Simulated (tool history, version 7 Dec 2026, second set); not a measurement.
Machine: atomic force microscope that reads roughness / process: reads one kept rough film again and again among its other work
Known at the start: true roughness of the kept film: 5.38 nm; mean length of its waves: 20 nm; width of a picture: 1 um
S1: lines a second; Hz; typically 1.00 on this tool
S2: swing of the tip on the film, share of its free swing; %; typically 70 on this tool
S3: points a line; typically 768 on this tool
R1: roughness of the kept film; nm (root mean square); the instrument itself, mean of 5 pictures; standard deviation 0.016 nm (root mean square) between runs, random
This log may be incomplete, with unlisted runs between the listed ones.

| run | hour | S1 | S2 | S3 | R1 |
|---|---|---|---|---|---|
| 1 | 0.0 | 1.00 | 70 | 768 | 3.446 |
|  | 40.3 | new tip fitted |
| 2 | 40.3 | 1.00 | 70 | 768 | 3.793 |
| 3 | 67.0 | 1.00 | 70 | 768 | 3.167 |
|  | 97.7 | new tip fitted |
| 4 | 109.3 | 1.00 | 70 | 768 | 3.501 |
| 5 | 136.3 | 1.00 | 86 | 768 | 2.966 |
|  | 154.3 | new tip fitted |
| 6 | 171.4 | 1.00 | 86 | 768 | 3.273 |
|  | 210.4 | new tip fitted |
| 7 | 210.4 | 1.00 | 86 | 768 | 3.618 |
| 8 | 236.4 | 1.00 | 86 | 768 | 3.119 |
| 9 | 260.3 | 0.79 | 86 | 768 | 2.707 |
|  | 266.8 | new tip fitted |
| 10 | 295.0 | 0.60 | 86 | 768 | 3.048 |
|  | 322.1 | new tip fitted |
| 11 | 329.3 | 1.00 | 70 | 768 | 3.525 |
| 12 | 349.6 | 1.00 | 70 | 306 | 3.032 |
| 13 | 375.9 | 1.41 | 67 | 399 | 2.580 |
|  | 379.4 | new tip fitted |
|  | 380.4 | height scale calibrated on a step standard |
| 14 | 412.1 | 0.62 | 70 | 406 | 3.045 |
|  | 436.4 | new tip fitted |
| 15 | 438.9 | 1.00 | 69 | 768 | 3.633 |
| 16 | 468.2 | 1.00 | 76 | 768 | 2.991 |
| 17 | 486.4 | 0.61 | 56 | 374 | 2.728 |
|  | 492.9 | new tip fitted |
| 18 | 505.3 | 1.02 | 67 | 854 | 3.441 |
|  | 545.3 | height scale calibrated on a step standard, once more |
| 19 | 545.3 | 1.58 | 83 | 464 | 2.640 |
|  | 549.6 | new tip fitted |
| 20 | 576.0 | 1.58 | 83 | 464 | 2.978 |
|  | 606.7 | new tip fitted |
| 21 | 612.1 | 3.13 | 77 | 920 | 3.429 |
| 22 | 636.3 | 1.00 | 78 | 768 | 3.095 |
|  | 664.0 | new tip fitted |
| 23 | 671.7 | 0.62 | 55 | 768 | 3.674 |
| 24 | 701.9 | 3.54 | 88 | 962 | 2.573 |

Subtracting, for every run, the result it would have given without the tool's unlogged condition from the measured result gives the following. The same run-to-run variation enters both numbers; the gauge's scatter may not:
Hidden state at play: radius of the tip, nm; height scale over the true one, %; drift of the gauge itself on roughness_nm, %.
| run | R1 |
|---|---|
| 1 | -0.395 |
| 2 | -0.059 |
| 3 | -0.662 |
| 4 | -0.318 |
| 5 | -0.775 |
| 6 | -0.468 |
| 7 | -0.128 |
| 8 | -0.645 |
| 9 | -1.075 |
| 10 | -0.752 |
| 11 | -0.335 |
| 12 | -0.720 |
| 13 | -1.169 |
| 14 | -0.779 |
| 15 | -0.206 |
| 16 | -0.835 |
| 17 | -1.127 |
| 18 | -0.420 |
| 19 | -1.002 |
| 20 | -0.705 |
| 21 | -0.150 |
| 22 | -0.692 |
| 23 | -0.215 |
| 24 | -0.766 |

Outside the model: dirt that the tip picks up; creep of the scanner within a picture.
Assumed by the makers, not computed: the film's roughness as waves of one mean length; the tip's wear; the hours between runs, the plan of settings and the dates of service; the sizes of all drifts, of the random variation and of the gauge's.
